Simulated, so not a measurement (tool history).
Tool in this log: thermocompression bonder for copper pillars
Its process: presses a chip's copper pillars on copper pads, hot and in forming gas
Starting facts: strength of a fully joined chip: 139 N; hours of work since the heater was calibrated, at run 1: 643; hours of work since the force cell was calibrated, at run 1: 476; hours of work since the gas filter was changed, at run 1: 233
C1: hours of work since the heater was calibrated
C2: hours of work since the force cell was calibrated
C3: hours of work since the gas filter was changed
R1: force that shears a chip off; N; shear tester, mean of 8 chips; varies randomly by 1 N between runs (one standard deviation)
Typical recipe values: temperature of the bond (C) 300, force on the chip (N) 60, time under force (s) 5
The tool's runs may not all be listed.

Run 1, hour 0.0: usual settings; C1 643; C2 476; C3 233. Result: R1 85.7 N.
Run 2, hour 69.5: usual settings; C1 699; C2 532; C3 289. Result: R1 83.8 N.
Run 3, hour 109.1: usual settings; C1 730; C2 563; C3 320. Result: R1 82.4 N.
At hour 160.9: forming gas filter changed.
Run 4, hour 165.5: usual settings but force on the chip (N) 63; C1 775; C2 608; C3 4. Result: R1 91.6 N.
Run 5, hour 251.6: usual settings but force on the chip (N) 63; C1 844; C2 677; C3 72. Result: R1 91.8 N.
At hour 311.7: heater calibrated with a thermocouple chip.
Run 6, hour 311.7: usual settings but force on the chip (N) 63; C1 0; C2 723; C3 119. Result: R1 86.0 N.
Run 7, hour 377.5: usual settings but force on the chip (N) 63, time under force (s) 8; C1 53; C2 776; C3 171. Result: R1 96.8 N.
Run 8, hour 422.8: usual settings but force on the chip (N) 63, time under force (s) 8; C1 89; C2 812; C3 207. Result: R1 96.6 N.
Run 9, hour 509.1: usual settings but force on the chip (N) 46, time under force (s) 6; C1 157; C2 881; C3 276. Result: R1 71.3 N.
Run 10, hour 598.7: usual settings but temperature of the bond (C) 273, force on the chip (N) 46; C1 229; C2 952; C3 348. Result: R1 53.4 N.
At hour 612.1: force cell calibrated.
At hour 618.9: forming gas filter changed.
Run 11, hour 671.2: usual settings but temperature of the bond (C) 293, time under force (s) 6; C1 285; C2 47; C3 42. Result: R1 88.6 N.
Run 12, hour 746.5: usual settings but temperature of the bond (C) 293, time under force (s) 6; C1 345; C2 107; C3 102. Result: R1 88.2 N.
Run 13, hour 812.1: usual settings but temperature of the bond (C) 293, time under force (s) 6; C1 398; C2 159; C3 154. Result: R1 85.4 N.
Run 14, hour 849.9: usual settings but temperature of the bond (C) 293, time under force (s) 6; C1 428; C2 189; C3 184. Result: R1 85.8 N.

Below are 5 alternative next runs, each starting from the tool's condition after run 14. Predict each:
Run A, hour 892.3: usual settings but temperature of the bond (C) 306, force on the chip (N) 52, time under force (s) 6; C1 462; C2 223; C3 218. Result: R1 ?.
Run B, hour 892.3: usual settings but temperature of the bond (C) 276, force on the chip (N) 42, time under force (s) 10; C1 462; C2 223; C3 218. Result: R1 ?.
Run C, hour 892.3: usual settings but temperature of the bond (C) 275, time under force (s) 6; C1 462; C2 223; C3 218. Result: R1 ?.
Run D, hour 892.3: usual settings but time under force (s) 9; C1 462; C2 223; C3 218. Result: R1 ?.
Run E, hour 892.3: usual settings but temperature of the bond (C) 293, time under force (s) 13; C1 462; C2 223; C3 218. Result: R1 ?.

run     R1
  A   84.7
  B   69.1
  C   78.0
  D   98.8
  E  103.2
Without the tool's hidden state the same runs would have given:
run     R1
  A   87.3
  B   71.0
  C   80.2
  D  101.9
  E  106.4

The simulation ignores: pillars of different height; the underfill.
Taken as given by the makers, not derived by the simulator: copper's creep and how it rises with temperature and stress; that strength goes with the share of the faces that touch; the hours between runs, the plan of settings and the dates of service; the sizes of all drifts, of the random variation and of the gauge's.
